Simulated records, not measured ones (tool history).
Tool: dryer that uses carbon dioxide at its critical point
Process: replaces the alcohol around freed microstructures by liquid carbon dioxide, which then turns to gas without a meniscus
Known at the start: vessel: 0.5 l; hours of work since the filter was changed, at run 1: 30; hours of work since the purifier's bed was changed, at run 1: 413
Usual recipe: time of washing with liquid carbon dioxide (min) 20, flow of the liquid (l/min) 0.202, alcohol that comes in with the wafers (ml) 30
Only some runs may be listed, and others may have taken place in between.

run	hour	time of washing with liquid carbon dioxide (min)	flow of the liquid (l/min)	alcohol that comes in with the wafers (ml)	hours of work since the filter was changed	hours of work since the purifier's bed was changed	alcohol left in the vessel before it's heated (ppm by volume)
1	0.0	20	0.202	30	30	413	184
2	9.8	20	0.202	30	38	420	175
3	30.6	20	0.290	30	54	436	73
4	53.5	20	0.290	30	71	454	77
5	76.6	20	0.274	30	89	472	78
6	88.8	20	0.274	30	99	481	90
7	112.7	20	0.274	30	117	500	85
8	133.3	20	0.274	30	133	515	105
9	156.3	20	0.274	30	150	533	101
10	178.0	20	0.274	30	167	550	103
11	194.9	20	0.274	30	180	563	108
12	218.4	20	0.274	30	198	581	117
13	241.9	20	0.274	30	216	599	119
14	256.0	20	0.202	30	227	610	283
15	272.7	20	0.202	30	240	623	270
16	286.2	20	0.202	30	250	633	280
17	297.9	20	0.202	30	259	642	290
18	317.2	20	0.202	30	274	657	290
19	331.9	20	0.202	30	286	668	309
20	352.5	20	0.202	30	302	684	314
21	373.9	20	0.202	30	318	701	328
22	392.9	20	0.202	30	333	715	333
23	408.7	20	0.202	30	345	727	346
24	421.1	20	0.202	30	354	737	351
# hour 426.6: inlet filter changed
25	441.7	21	0.250	30	12	752	132
26	453.9	31	0.168	88	21	761	166
27	474.0	28	0.153	29	37	777	180
28	493.8	20	0.202	36	52	792	253
29	511.0	26	0.124	55	65	805	818
30	533.1	18	0.304	34	82	822	140
31	554.6	12	0.143	61	99	839	8883
32	567.2	21	0.267	100	108	849	170
33	586.6	24	0.145	63	123	864	738
34	598.0	20	0.235	63	132	872	244
35	613.5	14	0.293	30	144	884	286
36	623.9	17	0.202	55	152	892	805
37	634.1	17	0.202	55	160	900	829
38	651.2	17	0.314	43	173	913	175
39	669.4	17	0.314	43	187	927	190
40	692.0	12	0.152	25	204	945	3462
41	704.8	31	0.152	25	214	955	198
42	722.6	31	0.152	25	228	968	202
43	733.8	19	0.147	28	236	977	1090
44	744.9	19	0.147	28	245	985	1099
45	768.6	19	0.147	28	263	1004	1117
46	779.7	19	0.251	47	272	1012	266
47	800.7	19	0.251	47	288	1028	286
48	816.2	12	0.172	112	300	1040	12290

Each row is a separate what-if for the run after 48, all from the same tool condition, not one after another. Results?
A	826.0	14	0.311	71	307	1048	?
B	826.0	23	0.135	84	307	1048	?
C	826.0	30	0.325	81	307	1048	?

run	alcohol left in the vessel before it's heated (ppm by volume)
A	532
B	2138
C	160
What these runs would have given with no unlogged condition in the tool:
run	alcohol left in the vessel before it's heated (ppm by volume)
A	173
B	1107
C	11
